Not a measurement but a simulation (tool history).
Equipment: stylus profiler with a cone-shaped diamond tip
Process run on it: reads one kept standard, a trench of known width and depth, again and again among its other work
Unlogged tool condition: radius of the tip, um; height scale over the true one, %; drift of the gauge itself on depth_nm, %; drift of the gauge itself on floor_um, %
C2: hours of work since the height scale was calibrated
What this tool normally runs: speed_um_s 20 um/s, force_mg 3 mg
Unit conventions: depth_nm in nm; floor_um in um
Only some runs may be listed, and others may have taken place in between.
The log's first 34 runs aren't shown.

{"run": 35, "hour": 1588.4, "speed_um_s": 12, "force_mg": 1.18, "scans with this tip": 19071, "C2": 58, "depth_nm": 100.41, "floor_um": 47.27}
{"run": 36, "hour": 1652.6, "speed_um_s": 17, "force_mg": 2.4, "scans with this tip": 19377, "C2": 92, "depth_nm": 100.68, "floor_um": 47.15}
{"run": 37, "hour": 1696.9, "speed_um_s": 20, "force_mg": 7.81, "scans with this tip": 19587, "C2": 116, "depth_nm": 101.5, "floor_um": 47.2}
{"run": 38, "hour": 1738.0, "speed_um_s": 17, "force_mg": 3.77, "scans with this tip": 19783, "C2": 138, "depth_nm": 100.96, "floor_um": 47.2}
{"run": 39, "hour": 1788.7, "speed_um_s": 5, "force_mg": 8.25, "scans with this tip": 20024, "C2": 165, "depth_nm": 101.58, "floor_um": 47.19}
{"run": 40, "hour": 1842.2, "speed_um_s": 11, "force_mg": 1.51, "scans with this tip": 20278, "C2": 194, "depth_nm": 100.55, "floor_um": 47.19}
{"run": 41, "hour": 1905.2, "speed_um_s": 11, "force_mg": 1.51, "scans with this tip": 20578, "C2": 227, "depth_nm": 100.58, "floor_um": 47.19}
{"run": 42, "hour": 1936.7, "speed_um_s": 34, "force_mg": 7.6, "scans with this tip": 20728, "C2": 244, "depth_nm": 101.47, "floor_um": 47.19}
{"run": 43, "hour": 2002.8, "speed_um_s": 52, "force_mg": 5.66, "scans with this tip": 21042, "C2": 280, "depth_nm": 101.23, "floor_um": 47.12}
{"run": 44, "hour": 2065.8, "speed_um_s": 76, "force_mg": 3, "scans with this tip": 21342, "C2": 313, "depth_nm": 100.84, "floor_um": 46.98}
{"run": 45, "hour": 2105.5, "speed_um_s": 76, "force_mg": 4.77, "scans with this tip": 21531, "C2": 335, "depth_nm": 101.14, "floor_um": 47.1}

Consider 5 possible next runs. They are alternatives, not a sequence: every one starts from the tool as it was left by run 45. What does each give?
{"hour": 2140.3, "done": "new tip fitted, height scale calibrated"}
{"run": "A", "hour": 2143.8, "speed_um_s": 33, "force_mg": 1.19, "scans with this tip": 17, "C2": 2, "depth_nm": "?", "floor_um": "?"}
{"hour": 2140.3, "done": "new tip fitted, height scale calibrated"}
{"run": "B", "hour": 2143.8, "speed_um_s": 20, "force_mg": 1.5, "scans with this tip": 17, "C2": 2, "depth_nm": "?", "floor_um": "?"}
{"hour": 2140.3, "done": "new tip fitted, height scale calibrated"}
{"run": "C", "hour": 2143.8, "speed_um_s": 46, "force_mg": 4.84, "scans with this tip": 17, "C2": 2, "depth_nm": "?", "floor_um": "?"}
{"hour": 2140.3, "done": "new tip fitted, height scale calibrated"}
{"run": "D", "hour": 2143.8, "speed_um_s": 62, "force_mg": 1.46, "scans with this tip": 17, "C2": 2, "depth_nm": "?", "floor_um": "?"}
{"hour": 2140.3, "done": "new tip fitted, height scale calibrated"}
{"run": "E", "hour": 2143.8, "speed_um_s": 11, "force_mg": 3.04, "scans with this tip": 17, "C2": 2, "depth_nm": "?", "floor_um": "?"}

run=A depth_nm=100.41 floor_um=47.93
run=B depth_nm=100.44 floor_um=47.96
run=C depth_nm=101.03 floor_um=47.92
run=D depth_nm=100.45 floor_um=47.87
run=E depth_nm=100.75 floor_um=48.01
Without the tool's hidden state the same runs would have given:
run=A depth_nm=100.42 floor_um=47.93
run=B depth_nm=100.45 floor_um=47.96
run=C depth_nm=101.04 floor_um=47.92
run=D depth_nm=100.46 floor_um=47.87
run=E depth_nm=100.76 floor_um=48.01
